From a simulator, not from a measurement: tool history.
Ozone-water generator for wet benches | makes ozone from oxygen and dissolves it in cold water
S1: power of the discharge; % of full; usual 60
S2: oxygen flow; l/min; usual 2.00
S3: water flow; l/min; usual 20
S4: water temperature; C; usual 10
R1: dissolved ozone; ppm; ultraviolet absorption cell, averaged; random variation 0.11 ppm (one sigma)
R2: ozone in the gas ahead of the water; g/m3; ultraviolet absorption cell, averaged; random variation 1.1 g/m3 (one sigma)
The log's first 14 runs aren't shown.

run 15 hour=1780.3 | S1=60 S2=2.00 S3=20 S4=9 | R1=9.1 R2=188.4
run 16 hour=1933.8 | S1=60 S2=2.00 S3=20 S4=9 | R1=9.2 R2=190.9
run 17 hour=2093.9 | S1=60 S2=2.00 S3=20 S4=9 | R1=9.2 R2=188.7
run 18 hour=2223.3 | S1=73 S2=3.51 S3=20 S4=5 | R1=11.4 R2=148.3
run 19 hour=2368.9 | S1=43 S2=2.00 S3=14 S4=10 | R1=11.1 R2=153.3
run 20 hour=2543.5 | S1=59 S2=2.00 S3=14 S4=9 | R1=13.9 R2=185.4
run 21 hour=2636.4 | S1=59 S2=2.00 S3=14 S4=9 | R1=13.6 R2=185.1
run 22 hour=2793.1 | S1=59 S2=1.18 S3=27 S4=6 | R1=5.5 R2=260.3
run 23 hour=2991.0 | S1=59 S2=1.18 S3=27 S4=6 | R1=5.6 R2=261.7
run 24 hour=3192.9 | S1=60 S2=3.33 S3=18 S4=16 | R1=10.3 R2=134.9
run 25 hour=3319.2 | S1=60 S2=1.21 S3=20 S4=10 | R1=8.2 R2=256.6
run 26 hour=3461.5 | S1=87 S2=2.42 S3=20 S4=10 | R1=11.8 R2=205.7
run 27 hour=3586.1 | S1=87 S2=2.42 S3=20 S4=10 | R1=11.8 R2=205.1
run 28 hour=3708.6 | S1=42 S2=2.00 S3=20 S4=6 | R1=7.6 R2=150.0
-- hour=3750.4 gauge calibrated
run 29 hour=3857.6 | S1=42 S2=2.00 S3=20 S4=6 | R1=7.5 R2=154.4
run 30 hour=4062.7 | S1=46 S2=2.32 S3=20 S4=6 | R1=8.2 R2=148.4
-- hour=4118.2 water thermometer calibrated
run 31 hour=4158.3 | S1=60 S2=2.00 S3=20 S4=6 | R1=9.5 R2=190.0
run 32 hour=4325.8 | S1=60 S2=2.00 S3=20 S4=6 | R1=9.5 R2=190.1
run 33 hour=4524.2 | S1=60 S2=1.44 S3=20 S4=10 | R1=8.4 R2=236.1

The next listed run, before its measurement:
run 34 hour=4633.5 | S1=60 S2=1.44 S3=20 S4=10 | R1=? R2=?

R1: 8.7 ppm
R2: 234.5 g/m3
Without the tool's hidden state the same run would have given R1 8.7 ppm, R2 236.4 g/m3.
